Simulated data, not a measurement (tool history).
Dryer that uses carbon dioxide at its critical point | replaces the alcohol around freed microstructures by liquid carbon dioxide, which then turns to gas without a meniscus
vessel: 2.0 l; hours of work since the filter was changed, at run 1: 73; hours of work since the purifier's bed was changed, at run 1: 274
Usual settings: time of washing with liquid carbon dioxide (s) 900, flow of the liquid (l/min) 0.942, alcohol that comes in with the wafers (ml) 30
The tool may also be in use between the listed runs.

| run | hour | time of washing with liquid carbon dioxide (s) | flow of the liquid (l/min) | alcohol that comes in with the wafers (ml) | hours of work since the filter was changed | hours of work since the purifier's bed was changed | alcohol left in the vessel before it's heated (ppm by volume) |
|---|---|---|---|---|---|---|---|
| 1 | 0 | 900 | 0.942 | 30 | 73 | 274 | 99 |
| 2 | 6.6 | 900 | 0.942 | 30 | 78 | 278 | 108 |
| 3 | 21.9 | 900 | 0.942 | 30 | 89 | 290 | 113 |
| 4 | 35.8 | 900 | 0.942 | 30 | 100 | 300 | 119 |
| 5 | 43.1 | 1140 | 0.942 | 30 | 105 | 305 | 84 |
| 6 | 49.6 | 1140 | 0.942 | 30 | 110 | 310 | 84 |
| 7 | 61.2 | 900 | 0.803 | 30 | 118 | 319 | 173 |
| 8 | 75.7 | 600 | 0.803 | 30 | 129 | 329 | 627 |
| 9 | 85.9 | 900 | 0.594 | 30 | 136 | 337 | 470 |
| 10 | 97.7 | 900 | 0.594 | 30 | 145 | 346 | 465 |
| 11 | 111.1 | 900 | 0.594 | 30 | 155 | 356 | 488 |
| 12 | 121.4 | 900 | 0.594 | 30 | 163 | 363 | 497 |
| 13 | 131.5 | 900 | 0.594 | 30 | 170 | 371 | 502 |
| 14 | 144.5 | 900 | 0.594 | 42 | 180 | 380 | 651 |
| 15 | 159.2 | 720 | 0.594 | 42 | 191 | 391 | 1293 |
| 16 | 167.1 | 720 | 0.867 | 42 | 196 | 397 | 408 |
| 17 | 182 | 900 | 0.942 | 62 | 207 | 408 | 210 |
| 18 | 191.9 | 900 | 0.942 | 62 | 215 | 415 | 207 |
| 19 | 201.5 | 900 | 0.942 | 87 | 222 | 422 | 255 |
| 20 | 211 | 900 | 0.942 | 93 | 229 | 429 | 275 |
| 21 | 226.5 | 900 | 0.942 | 88 | 240 | 441 | 274 |
| 22 | 237 | 900 | 0.942 | 46 | 248 | 448 | 197 |
| 23 | 247.1 | 900 | 0.942 | 46 | 255 | 456 | 202 |
| 24 | 260 | 900 | 0.942 | 46 | 265 | 465 | 207 |
| 25 | 269.6 | 900 | 0.942 | 46 | 272 | 472 | 201 |
| 26 | 276.7 | 660 | 0.763 | 58 | 277 | 478 | 1199 |
| 27 | 292.4 | 660 | 0.763 | 58 | 289 | 489 | 1226 |
| 28 | 303.8 | 840 | 0.674 | 58 | 297 | 498 | 859 |
| 29 | 312 | 720 | 0.942 | 26 | 303 | 504 | 295 |
| 30 | 324.1 | 900 | 1.517 | 56 | 312 | 513 | 128 |
| 31 | 337.7 | 900 | 1.517 | 56 | 322 | 523 | 142 |
| 32 | 351.7 | 900 | 0.994 | 30 | 333 | 533 | 184 |
| 33 | 361.9 | 900 | 0.994 | 30 | 340 | 540 | 191 |
| 34 | 371.4 | 900 | 1.406 | 30 | 347 | 548 | 152 |
| 35 | 384.1 | 900 | 1.406 | 30 | 356 | 557 | 152 |
| 36 | 390.9 | 1140 | 1.486 | 94 | 361 | 562 | 143 |
| 37 | 406.4 | 1020 | 0.707 | 22 | 373 | 573 | 253 |
| 38 | 417.3 | 1020 | 1.171 | 55 | 381 | 581 | 157 |
| 39 | 430.8 | 1020 | 1.171 | 55 | 391 | 591 | 164 |
| 40 | 443.5 | 900 | 0.942 | 27 | 400 | 601 | 223 |

3 ways to go on from here, each from the tool as it stands after run 40. What would each give?
| A | 454 | 900 | 1.332 | 27 | 408 | 608 | ? |
| B | 454 | 900 | 0.68 | 32 | 408 | 608 | ? |
| C | 454 | 1020 | 0.942 | 30 | 408 | 608 | ? |

| run | alcohol left in the vessel before it's heated (ppm by volume) |
|---|---|
| A | 165 |
| B | 509 |
| C | 195 |
Without the tool's hidden state the same runs would have given:
| run | alcohol left in the vessel before it's heated (ppm by volume) |
|---|---|
| A | 14 |
| B | 215 |
| C | 25 |
